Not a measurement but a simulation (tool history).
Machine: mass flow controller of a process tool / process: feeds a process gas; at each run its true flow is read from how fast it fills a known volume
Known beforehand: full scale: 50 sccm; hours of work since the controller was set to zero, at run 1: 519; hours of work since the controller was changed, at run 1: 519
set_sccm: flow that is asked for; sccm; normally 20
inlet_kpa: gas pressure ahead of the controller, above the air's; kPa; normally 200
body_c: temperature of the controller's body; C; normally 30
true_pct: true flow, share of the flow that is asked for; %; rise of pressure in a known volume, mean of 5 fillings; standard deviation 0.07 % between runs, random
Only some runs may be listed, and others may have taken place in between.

| run | hour | set_sccm | inlet_kpa | body_c | hours of work since the controller was set to zero | hours of work since the controller was changed | true_pct |
|---|---|---|---|---|---|---|---|
| 1 | 0 | 20 | 200 | 30 | 519 | 519 | 98.29 |
| 2 | 50.9 | 20 | 200 | 30 | 542 | 542 | 98.12 |
| 3 | 86.3 | 20 | 200 | 30 | 559 | 559 | 98.24 |
| 4 | 124.7 | 20 | 200 | 30 | 576 | 576 | 98.23 |
| 5 | 156.6 | 20 | 218 | 30 | 591 | 591 | 98.09 |
| 6 | 196.8 | 20 | 218 | 30 | 609 | 609 | 98.08 |
| 7 | 247.6 | 5 | 208 | 30 | 632 | 632 | 96.5 |
|  | 255.1 | controller's zero set anew |
| 8 | 280.6 | 25 | 208 | 27 | 12 | 647 | 98.27 |
| 9 | 346 | 20 | 225 | 30 | 41 | 677 | 97.78 |
|  | 385 | controller's zero set anew, once more |
| 10 | 387.2 | 20 | 225 | 30 | 1 | 695 | 98.21 |
| 11 | 421.2 | 28 | 173 | 37 | 16 | 711 | 98.87 |
| 12 | 488.2 | 20 | 140 | 26 | 47 | 741 | 98.47 |

Some steps in true_pct, run to run, broken into two amounts with sign: the step expected even without the hidden condition (settings, incoming material, random variation), and the rest, left for the hidden condition together with whatever gauge scatter is not in both the measured and the hidden-condition-free result:
What the log doesn't record here: flow at rest that the sensor doesn't see, % of full scale; true flow over the shown one, %; drift of the gauge itself on true_pct, %.
Run 6 -> 7: set_sccm 20 -> 5, inlet_kpa 218 -> 208. true_pct -1.58 %: hidden state -1.05, all else -0.53.
Run 7 -> 8: set_sccm 5 -> 25, body_c 30 -> 27, controller's zero set anew. true_pct +1.77 %: hidden state +0.95, all else +0.82.

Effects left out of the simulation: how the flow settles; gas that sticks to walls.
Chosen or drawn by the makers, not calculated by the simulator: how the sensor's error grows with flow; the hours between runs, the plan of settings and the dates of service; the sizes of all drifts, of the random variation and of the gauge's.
